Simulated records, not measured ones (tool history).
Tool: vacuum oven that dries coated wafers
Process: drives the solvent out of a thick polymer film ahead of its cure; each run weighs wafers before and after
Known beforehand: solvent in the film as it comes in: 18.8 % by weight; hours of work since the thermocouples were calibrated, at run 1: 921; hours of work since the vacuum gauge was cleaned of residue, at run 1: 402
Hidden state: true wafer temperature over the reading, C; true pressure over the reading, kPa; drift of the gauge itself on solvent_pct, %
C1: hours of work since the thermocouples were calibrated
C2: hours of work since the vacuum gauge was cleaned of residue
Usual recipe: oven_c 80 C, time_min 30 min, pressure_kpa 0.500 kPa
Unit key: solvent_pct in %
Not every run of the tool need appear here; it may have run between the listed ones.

{"run": 1, "hour": 0.0, "oven_c": 80, "time_min": 30, "pressure_kpa": 0.5, "C1": 921, "C2": 402, "solvent_pct": 0.79}
{"run": 2, "hour": 22.9, "oven_c": 80, "time_min": 30, "pressure_kpa": 0.67, "C1": 935, "C2": 416, "solvent_pct": 0.91}
{"run": 3, "hour": 67.5, "oven_c": 80, "time_min": 30, "pressure_kpa": 0.67, "C1": 963, "C2": 445, "solvent_pct": 0.9}
{"run": 4, "hour": 96.4, "oven_c": 80, "time_min": 30, "pressure_kpa": 0.67, "C1": 982, "C2": 463, "solvent_pct": 0.95}
{"run": 5, "hour": 143.6, "oven_c": 80, "time_min": 30, "pressure_kpa": 0.67, "C1": 1011, "C2": 493, "solvent_pct": 0.83}
{"run": 6, "hour": 189.4, "oven_c": 76, "time_min": 30, "pressure_kpa": 0.67, "C1": 1040, "C2": 522, "solvent_pct": 1.51}
{"run": 7, "hour": 241.2, "oven_c": 76, "time_min": 42, "pressure_kpa": 0.67, "C1": 1073, "C2": 555, "solvent_pct": 0.9}
{"run": 8, "hour": 275.3, "oven_c": 76, "time_min": 42, "pressure_kpa": 0.67, "C1": 1095, "C2": 576, "solvent_pct": 0.9}
{"run": 9, "hour": 314.5, "oven_c": 76, "time_min": 31, "pressure_kpa": 0.726, "C1": 1120, "C2": 601, "solvent_pct": 1.52}
{"run": 10, "hour": 363.4, "oven_c": 76, "time_min": 31, "pressure_kpa": 0.726, "C1": 1151, "C2": 632, "solvent_pct": 1.51}
{"run": 11, "hour": 392.8, "oven_c": 80, "time_min": 42, "pressure_kpa": 1.688, "C1": 1169, "C2": 651, "solvent_pct": 1.15}
{"run": 12, "hour": 438.7, "oven_c": 87, "time_min": 21, "pressure_kpa": 0.861, "C1": 1198, "C2": 680, "solvent_pct": 0.75}
{"run": 13, "hour": 488.4, "oven_c": 87, "time_min": 21, "pressure_kpa": 0.861, "C1": 1230, "C2": 711, "solvent_pct": 0.75}
{"run": 14, "hour": 543.9, "oven_c": 87, "time_min": 21, "pressure_kpa": 0.861, "C1": 1265, "C2": 746, "solvent_pct": 0.72}
{"run": 15, "hour": 582.8, "oven_c": 73, "time_min": 24, "pressure_kpa": 1.561, "C1": 1289, "C2": 771, "solvent_pct": 3.67}

Selected run-to-run steps in solvent_pct, each split into two signed amounts: the part the tool would show with no hidden state at all (from settings, incoming material and random variation), and the remainder, which goes to the hidden state together with any gauge scatter not common to the measured and the hidden-state-free results:
Run 14 -> 15: oven_c 87 -> 73, time_min 21 -> 24, pressure_kpa 0.861 -> 1.561. solvent_pct +2.95 %: hidden state -0.42, all else +3.37.

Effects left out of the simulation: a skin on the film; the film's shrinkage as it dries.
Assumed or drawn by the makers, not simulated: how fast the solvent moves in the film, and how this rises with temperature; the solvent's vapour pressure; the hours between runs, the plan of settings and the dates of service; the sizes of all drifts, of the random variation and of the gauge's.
